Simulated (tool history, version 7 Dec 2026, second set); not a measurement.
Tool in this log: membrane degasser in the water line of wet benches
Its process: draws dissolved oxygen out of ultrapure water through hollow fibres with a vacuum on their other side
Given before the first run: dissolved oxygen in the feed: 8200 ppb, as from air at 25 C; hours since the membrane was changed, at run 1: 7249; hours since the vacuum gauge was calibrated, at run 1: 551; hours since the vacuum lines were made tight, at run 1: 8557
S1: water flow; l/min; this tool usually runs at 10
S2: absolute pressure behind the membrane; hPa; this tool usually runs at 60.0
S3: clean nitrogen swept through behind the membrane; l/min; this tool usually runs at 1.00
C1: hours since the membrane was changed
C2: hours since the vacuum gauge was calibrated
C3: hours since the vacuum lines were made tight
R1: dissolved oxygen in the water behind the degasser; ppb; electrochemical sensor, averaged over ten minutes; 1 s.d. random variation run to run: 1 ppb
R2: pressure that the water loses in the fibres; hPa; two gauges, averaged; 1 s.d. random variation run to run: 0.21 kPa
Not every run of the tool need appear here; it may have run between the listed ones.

| run | hour | S1 | S2 | S3 | C1 | C2 | C3 | R1 | R2 |
|---|---|---|---|---|---|---|---|---|---|
| 1 | 0.0 | 10 | 60.0 | 1.00 | 7249 | 551 | 8557 | 102.6 | 481.9 |
| 2 | 135.3 | 10 | 60.0 | 1.00 | 7384 | 686 | 8692 | 103.0 | 483.2 |
| 3 | 295.1 | 15 | 60.0 | 1.00 | 7544 | 846 | 8852 | 225.1 | 726.4 |
| 4 | 521.3 | 15 | 60.0 | 1.00 | 7770 | 1072 | 9078 | 220.2 | 731.2 |
| 5 | 646.1 | 15 | 60.0 | 1.00 | 7895 | 1197 | 9203 | 224.8 | 724.9 |
| 6 | 799.3 | 15 | 60.0 | 1.00 | 8048 | 1350 | 9356 | 224.9 | 724.1 |
| 7 | 993.1 | 15 | 60.0 | 1.00 | 8242 | 1544 | 9550 | 225.5 | 722.8 |
| 8 | 1149.6 | 15 | 60.0 | 1.00 | 8398 | 1701 | 9707 | 227.2 | 726.2 |
| 9 | 1279.7 | 15 | 60.0 | 1.00 | 8528 | 1831 | 9837 | 227.3 | 727.0 |
| 10 | 1511.7 | 15 | 60.0 | 1.00 | 8760 | 2063 | 10069 | 227.7 | 726.2 |
| 11 | 1680.0 | 15 | 60.0 | 1.00 | 8929 | 2231 | 10237 | 233.1 | 724.4 |
| 12 | 1799.2 | 15 | 60.0 | 1.00 | 9048 | 2350 | 10356 | 228.7 | 728.6 |
| 13 | 2001.3 | 10 | 60.0 | 0.90 | 9250 | 2552 | 10558 | 115.3 | 484.9 |
| 14 | 2127.7 | 10 | 60.0 | 1.13 | 9376 | 2679 | 10685 | 99.3 | 485.0 |
| 15 | 2295.4 | 10 | 60.0 | 1.84 | 9544 | 2847 | 10852 | 76.3 | 481.9 |
| 16 | 2421.2 | 10 | 60.0 | 1.84 | 9670 | 2972 | 10978 | 78.5 | 485.0 |
| 17 | 2548.4 | 10 | 134.8 | 2.40 | 9797 | 3100 | 11105 | 142.7 | 488.5 |
| 18 | 2768.7 | 10 | 134.8 | 2.40 | 10017 | 3320 | 11326 | 142.9 | 487.3 |
|  | 2800.5 | seals of the vacuum lines changed |
| 19 | 2958.7 | 10 | 110.9 | 0.92 | 10205 | 3508 | 158 | 230.0 | 483.7 |
|  | 3129.6 | vacuum gauge calibrated |
| 20 | 3132.6 | 10 | 110.9 | 0.92 | 10379 | 3 | 332 | 234.9 | 488.3 |
| 21 | 3376.0 | 10 | 110.9 | 0.92 | 10622 | 246 | 575 | 232.1 | 486.3 |
| 22 | 3531.9 | 10 | 40.2 | 0.92 | 10778 | 402 | 731 | 60.3 | 486.9 |
| 23 | 3762.5 | 10 | 40.2 | 0.92 | 11009 | 633 | 962 | 59.9 | 485.3 |
| 24 | 3961.0 | 12 | 124.3 | 1.20 | 11207 | 831 | 1160 | 283.7 | 589.3 |
| 25 | 4083.6 | 8 | 83.4 | 0.54 | 11330 | 954 | 1283 | 189.5 | 389.6 |
| 26 | 4256.7 | 8 | 83.4 | 0.54 | 11503 | 1127 | 1456 | 190.2 | 392.5 |
| 27 | 4439.1 | 14 | 60.0 | 1.00 | 11685 | 1309 | 1638 | 202.5 | 685.4 |
| 28 | 4539.7 | 10 | 60.0 | 0.67 | 11786 | 1410 | 1739 | 136.0 | 488.2 |
| 29 | 4707.6 | 13 | 37.5 | 0.53 | 11954 | 1578 | 1907 | 123.6 | 637.1 |
| 30 | 4873.4 | 12 | 69.2 | 1.24 | 12120 | 1744 | 2072 | 154.3 | 588.6 |
| 31 | 4988.9 | 12 | 38.3 | 1.24 | 12235 | 1859 | 2188 | 88.6 | 590.4 |
| 32 | 5120.8 | 12 | 38.3 | 1.24 | 12367 | 1991 | 2320 | 90.0 | 588.6 |

Each run again, without the hidden state but with its own random variation kept:
Unlogged tool condition in this case: membrane still open, %; true pressure behind the membrane over the reading, kPa; air that leaks in behind the membrane, l/min; drift of the gauge itself on oxygen_ppb, %; drift of the gauge itself on loss_of_pressure_kpa, %.
| run | R1 | R2 |
|---|---|---|
| 1 | 96.3 | 470.1 |
| 2 | 96.5 | 471.1 |
| 3 | 209.5 | 707.7 |
| 4 | 204.2 | 712.0 |
| 5 | 208.2 | 705.4 |
| 6 | 207.8 | 704.3 |
| 7 | 207.8 | 702.6 |
| 8 | 208.8 | 705.6 |
| 9 | 208.6 | 706.0 |
| 10 | 208.2 | 704.7 |
| 11 | 212.6 | 702.4 |
| 12 | 208.3 | 706.3 |
| 13 | 105.0 | 469.8 |
| 14 | 89.7 | 469.7 |
| 15 | 67.6 | 466.4 |
| 16 | 69.5 | 469.1 |
| 17 | 133.3 | 472.5 |
| 18 | 133.2 | 471.0 |
| 19 | 219.2 | 467.1 |
| 20 | 228.0 | 471.2 |
| 21 | 224.8 | 469.0 |
| 22 | 52.9 | 469.2 |
| 23 | 52.1 | 467.3 |
| 24 | 270.7 | 567.1 |
| 25 | 184.0 | 374.7 |
| 26 | 184.4 | 377.3 |
| 27 | 182.9 | 658.5 |
| 28 | 126.2 | 468.8 |
| 29 | 104.8 | 611.5 |
| 30 | 139.7 | 564.6 |
| 31 | 73.5 | 566.1 |
| 32 | 74.5 | 564.1 |
